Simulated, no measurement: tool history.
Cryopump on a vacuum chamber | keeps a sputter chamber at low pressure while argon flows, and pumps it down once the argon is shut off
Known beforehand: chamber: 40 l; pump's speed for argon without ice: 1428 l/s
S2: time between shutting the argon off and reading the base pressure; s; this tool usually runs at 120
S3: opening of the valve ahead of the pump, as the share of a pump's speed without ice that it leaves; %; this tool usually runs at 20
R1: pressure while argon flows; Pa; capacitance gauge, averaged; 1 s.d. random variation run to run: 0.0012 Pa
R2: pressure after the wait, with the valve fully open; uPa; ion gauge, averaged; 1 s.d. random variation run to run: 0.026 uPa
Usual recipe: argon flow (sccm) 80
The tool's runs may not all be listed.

run 1 hour=0 | argon_flow_(sccm)=80 S2=120 S3=20 | R1=0.4775 R2=1.3
run 2 hour=40.3 | argon_flow_(sccm)=80 S2=120 S3=20 | R1=0.4768 R2=1.29
run 3 hour=90.7 | argon_flow_(sccm)=80 S2=120 S3=20 | R1=0.4776 R2=1.35
run 4 hour=120.3 | argon_flow_(sccm)=80 S2=28 S3=20 | R1=0.4803 R2=4.17
run 5 hour=165.8 | argon_flow_(sccm)=80 S2=28 S3=20 | R1=0.4773 R2=4.24
run 6 hour=209.5 | argon_flow_(sccm)=80 S2=28 S3=20 | R1=0.4764 R2=4.29
run 7 hour=259.3 | argon_flow_(sccm)=80 S2=28 S3=20 | R1=0.4791 R2=4.25
run 8 hour=315.2 | argon_flow_(sccm)=80 S2=28 S3=20 | R1=0.4823 R2=4.42
run 9 hour=351.1 | argon_flow_(sccm)=45 S2=120 S3=20 | R1=0.2708 R2=1.57
run 10 hour=401.8 | argon_flow_(sccm)=80 S2=120 S3=20 | R1=0.4812 R2=1.56
run 11 hour=457.2 | argon_flow_(sccm)=80 S2=120 S3=20 | R1=0.4825 R2=1.66
run 12 hour=484.1 | argon_flow_(sccm)=81 S2=120 S3=20 | R1=0.4859 R2=1.63
run 13 hour=523.6 | argon_flow_(sccm)=81 S2=120 S3=20 | R1=0.489 R2=1.66
run 14 hour=575.6 | argon_flow_(sccm)=81 S2=120 S3=20 | R1=0.49 R2=1.72
run 15 hour=632 | argon_flow_(sccm)=80 S2=120 S3=20 | R1=0.4864 R2=1.71
run 16 hour=688.8 | argon_flow_(sccm)=80 S2=120 S3=38 | R1=0.2617 R2=1.8
run 17 hour=737.7 | argon_flow_(sccm)=80 S2=120 S3=38 | R1=0.2626 R2=1.83
run 18 hour=781.8 | argon_flow_(sccm)=98 S2=67 S3=20 | R1=0.5956 R2=2.6
run 19 hour=834.4 | argon_flow_(sccm)=98 S2=67 S3=20 | R1=0.6001 R2=2.53
run 20 hour=889.1 | argon_flow_(sccm)=42 S2=115 S3=20 | R1=0.256 R2=1.96
run 21 hour=927.8 | argon_flow_(sccm)=42 S2=115 S3=20 | R1=0.257 R2=2.1
run 22 hour=979.8 | argon_flow_(sccm)=42 S2=115 S3=20 | R1=0.256 R2=2.01
run 23 hour=1034.5 | argon_flow_(sccm)=128 S2=105 S3=20 | R1=0.7857 R2=2.2
-- hour=1082.6 pump warmed up, emptied and cooled again
run 24 hour=1083.2 | argon_flow_(sccm)=128 S2=105 S3=20 | R1=0.7601 R2=2.03
run 25 hour=1108.1 | argon_flow_(sccm)=128 S2=44 S3=20 | R1=0.7618 R2=3.41
run 26 hour=1136.1 | argon_flow_(sccm)=131 S2=205 S3=20 | R1=0.7756 R2=1.6
run 27 hour=1166.4 | argon_flow_(sccm)=131 S2=205 S3=20 | R1=0.7771 R2=1.64
run 28 hour=1203.1 | argon_flow_(sccm)=101 S2=44 S3=20 | R1=0.6006 R2=3.51
run 29 hour=1240.4 | argon_flow_(sccm)=80 S2=25 S3=44 | R1=0.2182 R2=5.36
-- hour=1256.6 leaking fittings of the chamber tightened, without venting
run 30 hour=1295.2 | argon_flow_(sccm)=80 S2=86 S3=44 | R1=0.2191 R2=1.44
run 31 hour=1329.6 | argon_flow_(sccm)=80 S2=77 S3=44 | R1=0.2207 R2=1.62
run 32 hour=1359.7 | argon_flow_(sccm)=80 S2=77 S3=44 | R1=0.2199 R2=1.7
run 33 hour=1407.9 | argon_flow_(sccm)=35 S2=219 S3=20 | R1=0.209 R2=0.88

Here are 3 independent what-if runs from the current tool condition. What would each one return?
run A hour=1456.6 | argon_flow_(sccm)=86 S2=219 S3=20 | R1=? R2=?
run B hour=1456.6 | argon_flow_(sccm)=80 S2=80 S3=20 | R1=? R2=?
run C hour=1456.6 | argon_flow_(sccm)=44 S2=219 S3=20 | R1=? R2=?

run=A R1=0.5155 R2=0.88
run=B R1=0.4805 R2=1.69
run=C R1=0.2631 R2=0.85
Had the tool no hidden state, the same runs would have come out as:
run=A R1=0.5094 R2=0.7
run=B R1=0.4748 R2=1.52
run=C R1=0.26 R2=0.68

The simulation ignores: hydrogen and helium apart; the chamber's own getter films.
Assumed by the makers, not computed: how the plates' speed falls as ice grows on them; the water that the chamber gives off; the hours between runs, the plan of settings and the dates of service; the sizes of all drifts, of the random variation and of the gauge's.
